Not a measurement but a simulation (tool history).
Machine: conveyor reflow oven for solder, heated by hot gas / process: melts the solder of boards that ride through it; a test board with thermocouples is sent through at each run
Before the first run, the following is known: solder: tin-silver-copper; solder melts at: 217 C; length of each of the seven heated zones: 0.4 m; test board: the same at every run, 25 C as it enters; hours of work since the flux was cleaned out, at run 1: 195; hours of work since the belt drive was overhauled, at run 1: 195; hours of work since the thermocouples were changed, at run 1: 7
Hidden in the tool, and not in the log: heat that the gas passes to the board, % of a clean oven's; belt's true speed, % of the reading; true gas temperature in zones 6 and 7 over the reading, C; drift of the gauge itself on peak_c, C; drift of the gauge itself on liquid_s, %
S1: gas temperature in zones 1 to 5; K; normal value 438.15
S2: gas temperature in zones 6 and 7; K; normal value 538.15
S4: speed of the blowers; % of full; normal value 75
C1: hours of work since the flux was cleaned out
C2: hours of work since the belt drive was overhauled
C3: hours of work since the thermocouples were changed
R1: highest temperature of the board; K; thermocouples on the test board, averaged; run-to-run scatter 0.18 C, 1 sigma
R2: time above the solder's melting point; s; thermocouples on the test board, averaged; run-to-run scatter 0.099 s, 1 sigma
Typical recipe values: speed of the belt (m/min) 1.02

{"run": 1, "hour": 0.0, "S1": 438.15, "S2": 538.15, "speed of the belt (m/min)": 1.02, "S4": 75, "C1": 195, "C2": 195, "C3": 7, "R1": 521.15, "R2": 31.32}
{"run": 2, "hour": 41.9, "S1": 438.15, "S2": 538.15, "speed of the belt (m/min)": 1.02, "S4": 75, "C1": 225, "C2": 225, "C3": 37, "R1": 521.05, "R2": 31.49}
{"run": 3, "hour": 104.3, "S1": 438.15, "S2": 538.15, "speed of the belt (m/min)": 1.02, "S4": 75, "C1": 270, "C2": 270, "C3": 81, "R1": 521.05, "R2": 31.37}
{"run": 4, "hour": 168.3, "S1": 438.15, "S2": 538.15, "speed of the belt (m/min)": 1.02, "S4": 75, "C1": 316, "C2": 316, "C3": 127, "R1": 521.05, "R2": 31.37}
{"run": 5, "hour": 220.9, "S1": 438.15, "S2": 538.15, "speed of the belt (m/min)": 1.02, "S4": 75, "C1": 353, "C2": 353, "C3": 165, "R1": 521.35, "R2": 31.33}
{"run": 6, "hour": 269.1, "S1": 438.15, "S2": 538.15, "speed of the belt (m/min)": 1.02, "S4": 75, "C1": 388, "C2": 388, "C3": 199, "R1": 520.95, "R2": 31.21}
{"run": 7, "hour": 311.9, "S1": 438.15, "S2": 538.15, "speed of the belt (m/min)": 1.02, "S4": 75, "C1": 419, "C2": 419, "C3": 230, "R1": 521.15, "R2": 31.29}
{"hour": 355.1, "done": "flux residue cleaned out of gas plates and filters"}
{"run": 8, "hour": 392.4, "S1": 438.15, "S2": 553.15, "speed of the belt (m/min)": 1.02, "S4": 75, "C1": 27, "C2": 473, "C3": 284, "R1": 536.25, "R2": 37.51}
{"run": 9, "hour": 471.2, "S1": 438.15, "S2": 553.15, "speed of the belt (m/min)": 1.02, "S4": 75, "C1": 83, "C2": 529, "C3": 340, "R1": 536.35, "R2": 37.76}
{"run": 10, "hour": 517.1, "S1": 438.15, "S2": 553.15, "speed of the belt (m/min)": 1.02, "S4": 75, "C1": 116, "C2": 562, "C3": 373, "R1": 536.15, "R2": 37.63}
{"run": 11, "hour": 591.7, "S1": 438.15, "S2": 538.15, "speed of the belt (m/min)": 1.02, "S4": 63, "C1": 169, "C2": 615, "C3": 426, "R1": 519.55, "R2": 30.08}
{"run": 12, "hour": 640.0, "S1": 438.15, "S2": 538.15, "speed of the belt (m/min)": 1.02, "S4": 63, "C1": 204, "C2": 650, "C3": 461, "R1": 519.05, "R2": 30.06}
{"run": 13, "hour": 714.1, "S1": 438.15, "S2": 543.15, "speed of the belt (m/min)": 1.02, "S4": 75, "C1": 257, "C2": 703, "C3": 514, "R1": 527.25, "R2": 34.23}
{"run": 14, "hour": 794.3, "S1": 438.15, "S2": 538.15, "speed of the belt (m/min)": 1.02, "S4": 89, "C1": 314, "C2": 760, "C3": 571, "R1": 525.95, "R2": 34.53}
{"run": 15, "hour": 847.6, "S1": 438.15, "S2": 538.15, "speed of the belt (m/min)": 1.02, "S4": 89, "C1": 352, "C2": 798, "C3": 609, "R1": 526.25, "R2": 34.26}
{"run": 16, "hour": 916.0, "S1": 438.15, "S2": 538.15, "speed of the belt (m/min)": 1.02, "S4": 89, "C1": 401, "C2": 847, "C3": 658, "R1": 526.35, "R2": 34.3}
{"run": 17, "hour": 968.0, "S1": 438.15, "S2": 538.15, "speed of the belt (m/min)": 1.02, "S4": 89, "C1": 439, "C2": 884, "C3": 696, "R1": 526.05, "R2": 34.34}
{"hour": 981.9, "done": "flux residue cleaned out of gas plates and filters"}
{"hour": 992.9, "done": "belt drive overhauled, speed set with a stopwatch"}
{"run": 18, "hour": 1021.4, "S1": 448.15, "S2": 538.15, "speed of the belt (m/min)": 0.88, "S4": 56, "C1": 25, "C2": 20, "C3": 727, "R1": 525.15, "R2": 41.38}
{"run": 19, "hour": 1056.1, "S1": 448.15, "S2": 538.15, "speed of the belt (m/min)": 0.88, "S4": 56, "C1": 50, "C2": 45, "C3": 752, "R1": 525.15, "R2": 41.5}
{"run": 20, "hour": 1136.3, "S1": 448.15, "S2": 538.15, "speed of the belt (m/min)": 0.9, "S4": 56, "C1": 108, "C2": 103, "C3": 810, "R1": 524.35, "R2": 40.28}
{"run": 21, "hour": 1181.9, "S1": 448.15, "S2": 551.15, "speed of the belt (m/min)": 0.9, "S4": 56, "C1": 140, "C2": 135, "C3": 842, "R1": 535.85, "R2": 45.09}
{"run": 22, "hour": 1222.3, "S1": 443.15, "S2": 549.15, "speed of the belt (m/min)": 0.9, "S4": 82, "C1": 169, "C2": 164, "C3": 871, "R1": 540.65, "R2": 46.31}
{"run": 23, "hour": 1288.3, "S1": 443.15, "S2": 552.15, "speed of the belt (m/min)": 0.9, "S4": 61, "C1": 216, "C2": 211, "C3": 918, "R1": 537.85, "R2": 44.82}
{"hour": 1312.9, "done": "belt drive overhauled, speed set with a stopwatch, once more"}
{"run": 24, "hour": 1358.6, "S1": 438.15, "S2": 540.15, "speed of the belt (m/min)": 1.05, "S4": 74, "C1": 264, "C2": 33, "C3": 966, "R1": 524.65, "R2": 31.75}
{"run": 25, "hour": 1432.8, "S1": 436.15, "S2": 552.15, "speed of the belt (m/min)": 1.08, "S4": 82, "C1": 317, "C2": 86, "C3": 1019, "R1": 535.65, "R2": 34.78}
{"run": 26, "hour": 1501.3, "S1": 438.15, "S2": 534.15, "speed of the belt (m/min)": 1.02, "S4": 69, "C1": 366, "C2": 135, "C3": 1068, "R1": 518.95, "R2": 29.99}
{"hour": 1571.1, "done": "thermocouples of zones 6 and 7 changed"}
{"run": 27, "hour": 1572.1, "S1": 431.15, "S2": 532.15, "speed of the belt (m/min)": 1.22, "S4": 75, "C1": 415, "C2": 184, "C3": 1, "R1": 507.75, "R2": 17.33}
{"hour": 1620.6, "done": "flux residue cleaned out of gas plates and filters"}
{"run": 28, "hour": 1636.6, "S1": 433.15, "S2": 538.15, "speed of the belt (m/min)": 1.02, "S4": 75, "C1": 11, "C2": 227, "C3": 43, "R1": 521.85, "R2": 31.12}
{"run": 29, "hour": 1691.4, "S1": 424.15, "S2": 530.15, "speed of the belt (m/min)": 1.02, "S4": 75, "C1": 51, "C2": 266, "C3": 83, "R1": 513.55, "R2": 24.87}

4 ways to go on from here, each from the tool as it stands after run 29. What would each give?
{"run": "A", "hour": 1742.0, "S1": 435.15, "S2": 534.15, "speed of the belt (m/min)": 1.02, "S4": 86, "C1": 87, "C2": 302, "C3": 119, "R1": "?", "R2": "?"}
{"run": "B", "hour": 1742.0, "S1": 424.15, "S2": 534.15, "speed of the belt (m/min)": 1.19, "S4": 79, "C1": 87, "C2": 302, "C3": 119, "R1": "?", "R2": "?"}
{"run": "C", "hour": 1742.0, "S1": 424.15, "S2": 530.15, "speed of the belt (m/min)": 1.15, "S4": 56, "C1": 87, "C2": 302, "C3": 119, "R1": "?", "R2": "?"}
{"run": "D", "hour": 1742.0, "S1": 438.15, "S2": 529.15, "speed of the belt (m/min)": 1.06, "S4": 73, "C1": 87, "C2": 302, "C3": 119, "R1": "?", "R2": "?"}

run=A R1=521.35 R2=31.93
run=B R1=512.15 R2=19.81
run=C R1=501.85 R2=12.21
run=D R1=512.85 R2=26.02
Take away the tool's hidden state, keep each run's random variation, and the runs would have read:
run=A R1=520.95 R2=31.69
run=B R1=511.85 R2=19.64
run=C R1=501.55 R2=11.91
run=D R1=512.45 R2=25.75
